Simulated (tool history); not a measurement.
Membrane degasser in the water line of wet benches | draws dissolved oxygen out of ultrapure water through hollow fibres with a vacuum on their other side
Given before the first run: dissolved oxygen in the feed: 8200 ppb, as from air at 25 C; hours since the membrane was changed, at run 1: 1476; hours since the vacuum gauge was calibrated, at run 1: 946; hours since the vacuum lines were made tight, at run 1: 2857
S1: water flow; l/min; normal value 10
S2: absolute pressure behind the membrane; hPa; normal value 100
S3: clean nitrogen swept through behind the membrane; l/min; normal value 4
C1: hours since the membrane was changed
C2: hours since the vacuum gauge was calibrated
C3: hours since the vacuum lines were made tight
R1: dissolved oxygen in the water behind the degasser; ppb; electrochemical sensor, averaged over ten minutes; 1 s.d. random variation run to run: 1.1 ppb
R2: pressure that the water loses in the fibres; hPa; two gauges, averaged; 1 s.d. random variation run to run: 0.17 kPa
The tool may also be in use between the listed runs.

run 1 day=0 | S1=10 S2=100 S3=4 | C1=1476 C2=946 C3=2857 | R1=99.8 R2=292.7
run 2 day=1.442 | S1=16 S2=100 S3=4 | C1=1510 C2=981 C3=2892 | R1=335 R2=466.8
run 3 day=2.675 | S1=16 S2=100 S3=4 | C1=1540 C2=1011 C3=2921 | R1=342.5 R2=466.4
run 4 day=4.688 | S1=16 S2=205 S3=4 | C1=1588 C2=1059 C3=2970 | R1=431 R2=468.5
run 5 day=7.2 | S1=16 S2=205 S3=4 | C1=1648 C2=1119 C3=3030 | R1=425.7 R2=466.8
run 6 day=9.012 | S1=7 S2=205 S3=4 | C1=1692 C2=1163 C3=3074 | R1=89.4 R2=201
run 7 day=10.342 | S1=7 S2=205 S3=4 | C1=1724 C2=1195 C3=3105 | R1=88.6 R2=208
run 8 day=11.962 | S1=10 S2=100 S3=4 | C1=1763 C2=1233 C3=3144 | R1=100.7 R2=290.8
run 9 day=14.45 | S1=8 S2=100 S3=3.02 | C1=1822 C2=1293 C3=3204 | R1=68 R2=231
run 10 day=16.829 | S1=8 S2=120 S3=3.02 | C1=1879 C2=1350 C3=3261 | R1=80.8 R2=229.3
run 11 day=18.846 | S1=8 S2=203 S3=3.94 | C1=1928 C2=1399 C3=3310 | R1=109.8 R2=230.7
run 12 day=20.521 | S1=10 S2=86 S3=6.52 | C1=1968 C2=1439 C3=3350 | R1=80 R2=287
run 13 day=22.583 | S1=7 S2=79 S3=3.6 | C1=2018 C2=1488 C3=3399 | R1=35.6 R2=202.6
run 14 day=25.104 | S1=15 S2=83 S3=3.98 | C1=2078 C2=1549 C3=3460 | R1=273.9 R2=431.1
run 15 day=27.417 | S1=8 S2=204 S3=4.38 | C1=2134 C2=1604 C3=3515 | R1=100.4 R2=229.1

Pick out some run-to-run changes in R2. Of each, how much would a tool without hidden state show as well, from the settings, what came in and chance, and how much is left for the hidden state and any gauge scatter not in both results compared?
Hidden state at play: membrane still open, %; true pressure behind the membrane over the reading, kPa; air that leaks in behind the membrane, l/min; drift of the gauge itself on oxygen_ppb, %; drift of the gauge itself on loss_of_pressure_kpa, %.
Run 5 -> 6: S1 16 -> 7. R2 -265.8 hPa: hidden state +1.4, all else -267.2.
Run 13 -> 14: S1 7 -> 15, S2 79 -> 83, S3 3.6 -> 3.98. R2 +228.5 hPa: hidden state -5.9, all else +234.4.

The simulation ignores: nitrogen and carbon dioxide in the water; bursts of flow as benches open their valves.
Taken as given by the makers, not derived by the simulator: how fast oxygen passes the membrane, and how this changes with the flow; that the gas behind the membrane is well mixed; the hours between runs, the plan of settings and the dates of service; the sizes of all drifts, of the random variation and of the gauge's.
